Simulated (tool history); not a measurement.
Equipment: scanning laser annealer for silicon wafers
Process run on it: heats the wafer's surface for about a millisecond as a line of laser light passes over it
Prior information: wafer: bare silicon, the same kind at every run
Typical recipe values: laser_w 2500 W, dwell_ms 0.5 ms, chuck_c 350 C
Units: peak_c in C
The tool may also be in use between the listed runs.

run,hour,laser_w,dwell_ms,chuck_c,peak_c
1,0,2500,0.5,350,1161
2,24,2500,0.5,350,1158
3,43.5,2500,0.5,350,1159
4,59.4,2500,0.5,350,1162
5,75.4,2500,0.5,323,1132
6,91.9,2500,0.444,323,1084
7,107.9,2500,0.444,323,1087
8,120.9,2500,0.558,323,1170
# hour 125.2: laser's power meter calibrated
9,136,2500,0.558,323,1175
10,149.7,2500,0.558,386,1233
11,168.6,2500,0.5,350,1158
12,182.1,2500,0.457,349,1120
13,206.5,2383,0.5,350,1115
14,221,2425,0.389,350,1040
15,241,2425,0.389,350,1041
# hour 253.6: laser's power meter calibrated, once more
16,264.8,2425,0.389,350,1037
17,280,2500,0.5,326,1123
18,295.6,2500,0.5,326,1125
19,320.1,2295,0.431,341,1022
20,344.7,2295,0.431,341,1023
21,356.3,2500,0.5,365,1161
22,366.9,2500,0.5,365,1161

5 options for the next run, each taken on its own from the tool as it stands now. Forecast them:
A,392.4,2527,0.446,384,?
B,392.4,2178,0.5,368,?
C,392.4,2663,0.5,377,?
D,392.4,2500,0.5,362,?
E,392.4,2286,0.366,353,?

run,peak_c
A,1148
B,1066
C,1226
D,1156
E,981
The same runs, with their run-to-run variation unchanged, on a tool lacking any hidden condition would have given:
run,peak_c
A,1184
B,1099
C,1266
D,1194
E,1011

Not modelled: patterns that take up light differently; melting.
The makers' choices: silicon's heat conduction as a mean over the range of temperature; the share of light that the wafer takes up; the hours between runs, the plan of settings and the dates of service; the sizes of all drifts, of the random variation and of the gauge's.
